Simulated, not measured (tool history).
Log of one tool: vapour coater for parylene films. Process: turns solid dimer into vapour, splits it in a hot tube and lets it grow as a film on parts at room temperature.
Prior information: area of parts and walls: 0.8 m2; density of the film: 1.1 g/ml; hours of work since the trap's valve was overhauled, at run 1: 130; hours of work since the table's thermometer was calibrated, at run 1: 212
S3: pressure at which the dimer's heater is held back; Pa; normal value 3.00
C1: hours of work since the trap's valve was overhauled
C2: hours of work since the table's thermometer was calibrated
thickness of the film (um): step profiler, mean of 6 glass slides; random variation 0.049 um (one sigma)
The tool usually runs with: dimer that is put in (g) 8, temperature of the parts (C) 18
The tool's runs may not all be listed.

Run 1, hour 0.0: usual settings; C1 130; C2 212. Result: thickness of the film (um) 5.12.
Run 2, hour 20.1: usual settings but dimer that is put in (g) 12; C1 143; C2 225. Result: thickness of the film (um) 7.84.
Run 3, hour 37.0: usual settings but dimer that is put in (g) 12; C1 154; C2 235. Result: thickness of the film (um) 7.59.
Run 4, hour 51.4: usual settings but dimer that is put in (g) 12; C1 163; C2 245. Result: thickness of the film (um) 7.83.
Run 5, hour 72.5: usual settings but dimer that is put in (g) 12; C1 177; C2 258. Result: thickness of the film (um) 7.73.
Run 6, hour 92.4: usual settings but temperature of the parts (C) 12; C1 189; C2 271. Result: thickness of the film (um) 6.21.
Run 7, hour 118.1: usual settings but dimer that is put in (g) 13; C1 206; C2 287. Result: thickness of the film (um) 8.20.
Run 8, hour 129.4: usual settings but dimer that is put in (g) 13; C1 213; C2 294. Result: thickness of the film (um) 8.09.
Run 9, hour 154.5: usual settings but temperature of the parts (C) 11; C1 229; C2 310. Result: thickness of the film (um) 6.16.
Run 10, hour 174.2: usual settings but temperature of the parts (C) 11; C1 241; C2 323. Result: thickness of the film (um) 6.23.
Run 11, hour 188.7: usual settings but temperature of the parts (C) 11; C1 251; C2 332. Result: thickness of the film (um) 6.18.
Run 12, hour 202.9: usual settings but temperature of the parts (C) 11; C1 260; C2 341. Result: thickness of the film (um) 6.12.
Run 13, hour 214.4: usual settings but S3 7.10 Pa; C1 267; C2 348. Result: thickness of the film (um) 4.35.
Run 14, hour 229.6: usual settings but S3 3.50 Pa; C1 277; C2 358. Result: thickness of the film (um) 4.73.
Run 15, hour 248.7: usual settings but S3 3.50 Pa; C1 289; C2 370. Result: thickness of the film (um) 4.72.
Run 16, hour 266.1: usual settings but S3 2.08 Pa; C1 300; C2 382. Result: thickness of the film (um) 5.04.
At hour 282.0: trap's valve overhauled.
Run 17, hour 294.6: usual settings but S3 2.08 Pa; C1 8; C2 397. Result: thickness of the film (um) 5.75.
Run 18, hour 312.6: usual settings but temperature of the parts (C) 13; C1 19; C2 409. Result: thickness of the film (um) 6.37.
Run 19, hour 326.0: usual settings; C1 28; C2 417. Result: thickness of the film (um) 5.37.
Run 20, hour 350.5: usual settings; C1 44; C2 433. Result: thickness of the film (um) 5.32.
Run 21, hour 376.5: usual settings but dimer that is put in (g) 7, temperature of the parts (C) 17; C1 60; C2 449. Result: thickness of the film (um) 4.78.
Run 22, hour 402.7: usual settings but dimer that is put in (g) 7, temperature of the parts (C) 17; C1 77; C2 466. Result: thickness of the film (um) 4.85.
Run 23, hour 423.5: usual settings but dimer that is put in (g) 3, temperature of the parts (C) 10, S3 2.80 Pa; C1 90; C2 479. Result: thickness of the film (um) 2.54.
Run 24, hour 438.0: usual settings but dimer that is put in (g) 7, temperature of the parts (C) 25, S3 9.19 Pa; C1 100; C2 489. Result: thickness of the film (um) 3.13.
Run 25, hour 455.6: usual settings but dimer that is put in (g) 7, temperature of the parts (C) 25, S3 9.19 Pa; C1 111; C2 500. Result: thickness of the film (um) 3.05.
Run 26, hour 475.3: usual settings but dimer that is put in (g) 4, temperature of the parts (C) 11, S3 3.13 Pa; C1 123; C2 512. Result: thickness of the film (um) 3.20.
Run 27, hour 486.8: usual settings but dimer that is put in (g) 4, temperature of the parts (C) 11, S3 3.13 Pa; C1 131; C2 520. Result: thickness of the film (um) 3.19.
Run 28, hour 503.7: usual settings but dimer that is put in (g) 4, temperature of the parts (C) 16, S3 2.66 Pa; C1 141; C2 531. Result: thickness of the film (um) 2.77.
Run 29, hour 524.5: usual settings but dimer that is put in (g) 4, temperature of the parts (C) 16, S3 2.66 Pa; C1 155; C2 544. Result: thickness of the film (um) 2.75.
Run 30, hour 548.2: usual settings but dimer that is put in (g) 4, temperature of the parts (C) 16, S3 2.66 Pa; C1 170; C2 559. Result: thickness of the film (um) 2.70.
Run 31, hour 560.2: usual settings but dimer that is put in (g) 4, temperature of the parts (C) 16, S3 2.66 Pa; C1 177; C2 567. Result: thickness of the film (um) 2.75.
Run 32, hour 584.1: usual settings but dimer that is put in (g) 4, temperature of the parts (C) 16, S3 2.66 Pa; C1 193; C2 582. Result: thickness of the film (um) 2.73.
Run 33, hour 606.2: usual settings but dimer that is put in (g) 4, temperature of the parts (C) 10, S3 4.22 Pa; C1 207; C2 596. Result: thickness of the film (um) 3.10.
Run 34, hour 620.6: usual settings but dimer that is put in (g) 7, temperature of the parts (C) 13, S3 3.51 Pa; C1 216; C2 605. Result: thickness of the film (um) 4.94.
Run 35, hour 640.7: usual settings but dimer that is put in (g) 7, temperature of the parts (C) 13, S3 3.51 Pa; C1 229; C2 618. Result: thickness of the film (um) 4.90.
Run 36, hour 652.1: usual settings but dimer that is put in (g) 7, temperature of the parts (C) 13, S3 3.51 Pa; C1 236; C2 625. Result: thickness of the film (um) 4.86.
Run 37, hour 677.0: usual settings but dimer that is put in (g) 7, temperature of the parts (C) 13, S3 3.51 Pa; C1 252; C2 641. Result: thickness of the film (um) 4.85.
Run 38, hour 696.3: usual settings but dimer that is put in (g) 9, temperature of the parts (C) 13, S3 3.51 Pa; C1 264; C2 653. Result: thickness of the film (um) 6.18.
Run 39, hour 710.2: usual settings but dimer that is put in (g) 9, temperature of the parts (C) 13, S3 3.51 Pa; C1 273; C2 662. Result: thickness of the film (um) 6.24.
Run 40, hour 734.7: usual settings but dimer that is put in (g) 7, temperature of the parts (C) 25, S3 2.28 Pa; C1 289; C2 678. Result: thickness of the film (um) 3.38.

Each row is a separate what-if for the run after 40, all from the same tool condition, not one after another. Results?
Run A, hour 746.0: usual settings but dimer that is put in (g) 6, temperature of the parts (C) 10, S3 7.80 Pa; C1 296; C2 685. Result: thickness of the film (um) ?.
Run B, hour 746.0: usual settings but S3 3.20 Pa; C1 296; C2 685. Result: thickness of the film (um) ?.
Run C, hour 746.0: usual settings but temperature of the parts (C) 10, S3 3.18 Pa; C1 296; C2 685. Result: thickness of the film (um) ?.
Run D, hour 746.0: usual settings but S3 2.24 Pa; C1 296; C2 685. Result: thickness of the film (um) ?.
Run E, hour 746.0: usual settings but dimer that is put in (g) 12, temperature of the parts (C) 12, S3 6.32 Pa; C1 296; C2 685. Result: thickness of the film (um) ?.

run  thickness of the film (um)
  A                        3.99
  B                        4.65
  C                        6.01
  D                        4.88
  E                        7.68
Without the tool's hidden state the same runs would have given:
run  thickness of the film (um)
  A                        4.75
  B                        5.52
  C                        7.15
  D                        5.81
  E                        9.13

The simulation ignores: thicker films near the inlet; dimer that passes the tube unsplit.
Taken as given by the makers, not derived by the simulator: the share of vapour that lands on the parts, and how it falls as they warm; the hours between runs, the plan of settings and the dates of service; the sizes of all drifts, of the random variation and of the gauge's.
